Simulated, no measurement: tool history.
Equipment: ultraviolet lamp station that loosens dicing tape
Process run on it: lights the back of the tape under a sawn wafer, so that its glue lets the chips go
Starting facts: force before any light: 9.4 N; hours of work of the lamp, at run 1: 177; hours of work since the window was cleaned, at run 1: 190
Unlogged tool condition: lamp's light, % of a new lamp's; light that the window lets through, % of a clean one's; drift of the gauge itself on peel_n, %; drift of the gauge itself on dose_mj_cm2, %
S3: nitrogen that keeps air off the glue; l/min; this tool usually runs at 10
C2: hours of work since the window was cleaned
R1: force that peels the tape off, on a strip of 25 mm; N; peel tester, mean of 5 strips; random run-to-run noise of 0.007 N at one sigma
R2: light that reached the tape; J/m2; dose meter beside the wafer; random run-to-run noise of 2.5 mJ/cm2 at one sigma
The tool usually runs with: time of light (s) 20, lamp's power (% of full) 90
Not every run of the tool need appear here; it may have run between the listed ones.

run 1 hour=0 | time_of_light_(s)=20 lamp's_power_(%_of_full)=90 S3=10 | hours_of_work_of_the_lamp=177 C2=190 | R1=0.299 R2=2410
run 2 hour=12.2 | time_of_light_(s)=20 lamp's_power_(%_of_full)=90 S3=10 | hours_of_work_of_the_lamp=186 C2=199 | R1=0.291 R2=2340
run 3 hour=20.4 | time_of_light_(s)=20 lamp's_power_(%_of_full)=90 S3=10 | hours_of_work_of_the_lamp=192 C2=204 | R1=0.302 R2=2320
run 4 hour=28.2 | time_of_light_(s)=20 lamp's_power_(%_of_full)=90 S3=10 | hours_of_work_of_the_lamp=197 C2=210 | R1=0.326 R2=2310
run 5 hour=38.8 | time_of_light_(s)=20 lamp's_power_(%_of_full)=90 S3=10 | hours_of_work_of_the_lamp=205 C2=218 | R1=0.332 R2=2300
run 6 hour=43.9 | time_of_light_(s)=20 lamp's_power_(%_of_full)=90 S3=10 | hours_of_work_of_the_lamp=209 C2=222 | R1=0.325 R2=2290
run 7 hour=50.9 | time_of_light_(s)=20 lamp's_power_(%_of_full)=90 S3=10 | hours_of_work_of_the_lamp=214 C2=227 | R1=0.326 R2=2310
run 8 hour=61.2 | time_of_light_(s)=29 lamp's_power_(%_of_full)=90 S3=10 | hours_of_work_of_the_lamp=221 C2=234 | R1=0.222 R2=3290
run 9 hour=70.6 | time_of_light_(s)=20 lamp's_power_(%_of_full)=90 S3=10 | hours_of_work_of_the_lamp=228 C2=241 | R1=0.347 R2=2280
run 10 hour=77.8 | time_of_light_(s)=20 lamp's_power_(%_of_full)=90 S3=10 | hours_of_work_of_the_lamp=233 C2=246 | R1=0.334 R2=2240
-- hour=80 window cleaned of glue's vapour
run 11 hour=85.5 | time_of_light_(s)=20 lamp's_power_(%_of_full)=94 S3=10 | hours_of_work_of_the_lamp=239 C2=4 | R1=0.243 R2=2810
run 12 hour=95.2 | time_of_light_(s)=20 lamp's_power_(%_of_full)=94 S3=10 | hours_of_work_of_the_lamp=246 C2=11 | R1=0.25 R2=2770
run 13 hour=103.6 | time_of_light_(s)=20 lamp's_power_(%_of_full)=94 S3=10 | hours_of_work_of_the_lamp=252 C2=17 | R1=0.262 R2=2760
run 14 hour=111.1 | time_of_light_(s)=20 lamp's_power_(%_of_full)=68 S3=10 | hours_of_work_of_the_lamp=257 C2=23 | R1=0.431 R2=1980
run 15 hour=116.2 | time_of_light_(s)=20 lamp's_power_(%_of_full)=68 S3=10 | hours_of_work_of_the_lamp=261 C2=26 | R1=0.415 R2=1970
run 16 hour=123.6 | time_of_light_(s)=20 lamp's_power_(%_of_full)=68 S3=10 | hours_of_work_of_the_lamp=266 C2=32 | R1=0.419 R2=1970
run 17 hour=134.3 | time_of_light_(s)=20 lamp's_power_(%_of_full)=68 S3=10 | hours_of_work_of_the_lamp=274 C2=39 | R1=0.413 R2=1970
run 18 hour=141.4 | time_of_light_(s)=20 lamp's_power_(%_of_full)=68 S3=10 | hours_of_work_of_the_lamp=279 C2=45 | R1=0.447 R2=1970
run 19 hour=153.9 | time_of_light_(s)=20 lamp's_power_(%_of_full)=90 S3=10 | hours_of_work_of_the_lamp=288 C2=54 | R1=0.273 R2=2510
run 20 hour=162.1 | time_of_light_(s)=29 lamp's_power_(%_of_full)=90 S3=8 | hours_of_work_of_the_lamp=294 C2=59 | R1=0.22 R2=3720
run 21 hour=172.9 | time_of_light_(s)=31 lamp's_power_(%_of_full)=90 S3=9 | hours_of_work_of_the_lamp=302 C2=67 | R1=0.217 R2=3900
run 22 hour=184.9 | time_of_light_(s)=15 lamp's_power_(%_of_full)=71 S3=10 | hours_of_work_of_the_lamp=311 C2=76 | R1=0.751 R2=1500
run 23 hour=192.1 | time_of_light_(s)=25 lamp's_power_(%_of_full)=90 S3=10 | hours_of_work_of_the_lamp=316 C2=81 | R1=0.237 R2=3070
run 24 hour=198.7 | time_of_light_(s)=20 lamp's_power_(%_of_full)=99 S3=10 | hours_of_work_of_the_lamp=321 C2=86 | R1=0.255 R2=2690
run 25 hour=204.1 | time_of_light_(s)=28 lamp's_power_(%_of_full)=61 S3=10 | hours_of_work_of_the_lamp=324 C2=90 | R1=0.318 R2=2320
run 26 hour=213.1 | time_of_light_(s)=27 lamp's_power_(%_of_full)=77 S3=6 | hours_of_work_of_the_lamp=331 C2=96 | R1=0.342 R2=2820
run 27 hour=221 | time_of_light_(s)=27 lamp's_power_(%_of_full)=77 S3=6 | hours_of_work_of_the_lamp=337 C2=102 | R1=0.334 R2=2810
run 28 hour=231.3 | time_of_light_(s)=14 lamp's_power_(%_of_full)=90 S3=4 | hours_of_work_of_the_lamp=344 C2=110 | R1=1.253 R2=1680
run 29 hour=238.9 | time_of_light_(s)=14 lamp's_power_(%_of_full)=90 S3=4 | hours_of_work_of_the_lamp=350 C2=115 | R1=1.267 R2=1710
run 30 hour=245.6 | time_of_light_(s)=39 lamp's_power_(%_of_full)=90 S3=4 | hours_of_work_of_the_lamp=355 C2=120 | R1=0.226 R2=4620
run 31 hour=254.4 | time_of_light_(s)=20 lamp's_power_(%_of_full)=99 S3=8 | hours_of_work_of_the_lamp=361 C2=126 | R1=0.306 R2=2630
run 32 hour=264.2 | time_of_light_(s)=20 lamp's_power_(%_of_full)=79 S3=4 | hours_of_work_of_the_lamp=368 C2=134 | R1=0.872 R2=2090
run 33 hour=272.2 | time_of_light_(s)=20 lamp's_power_(%_of_full)=78 S3=10 | hours_of_work_of_the_lamp=374 C2=139 | R1=0.408 R2=2000
run 34 hour=279.7 | time_of_light_(s)=28 lamp's_power_(%_of_full)=78 S3=6 | hours_of_work_of_the_lamp=379 C2=145 | R1=0.332 R2=2840
run 35 hour=285.7 | time_of_light_(s)=28 lamp's_power_(%_of_full)=78 S3=6 | hours_of_work_of_the_lamp=384 C2=149 | R1=0.315 R2=2830
run 36 hour=296.9 | time_of_light_(s)=11 lamp's_power_(%_of_full)=78 S3=6 | hours_of_work_of_the_lamp=392 C2=157 | R1=1.997 R2=1090
run 37 hour=307.9 | time_of_light_(s)=11 lamp's_power_(%_of_full)=78 S3=6 | hours_of_work_of_the_lamp=400 C2=165 | R1=1.992 R2=1130
run 38 hour=319.2 | time_of_light_(s)=11 lamp's_power_(%_of_full)=67 S3=12 | hours_of_work_of_the_lamp=408 C2=173 | R1=1.64 R2=940

Forecast each of these 5 alternatives for the next run:
run A hour=330.6 | time_of_light_(s)=12 lamp's_power_(%_of_full)=82 S3=11 | hours_of_work_of_the_lamp=416 C2=182 | R1=? R2=?
run B hour=330.6 | time_of_light_(s)=29 lamp's_power_(%_of_full)=69 S3=13 | hours_of_work_of_the_lamp=416 C2=182 | R1=? R2=?
run C hour=330.6 | time_of_light_(s)=38 lamp's_power_(%_of_full)=90 S3=10 | hours_of_work_of_the_lamp=416 C2=182 | R1=? R2=?
run D hour=330.6 | time_of_light_(s)=20 lamp's_power_(%_of_full)=90 S3=11 | hours_of_work_of_the_lamp=416 C2=182 | R1=? R2=?
run E hour=330.6 | time_of_light_(s)=21 lamp's_power_(%_of_full)=67 S3=13 | hours_of_work_of_the_lamp=416 C2=182 | R1=? R2=?

run=A R1=1.037 R2=1260
run=B R1=0.259 R2=2520
run=C R1=0.207 R2=4250
run=D R1=0.316 R2=2200
run=E R1=0.436 R2=1770
The same runs, with their run-to-run variation unchanged, on a tool lacking any hidden condition would have given:
run=A R1=0.615 R2=1620
run=B R1=0.22 R2=3250
run=C R1=0.204 R2=5500
run=D R1=0.238 R2=2850
run=E R1=0.287 R2=2290

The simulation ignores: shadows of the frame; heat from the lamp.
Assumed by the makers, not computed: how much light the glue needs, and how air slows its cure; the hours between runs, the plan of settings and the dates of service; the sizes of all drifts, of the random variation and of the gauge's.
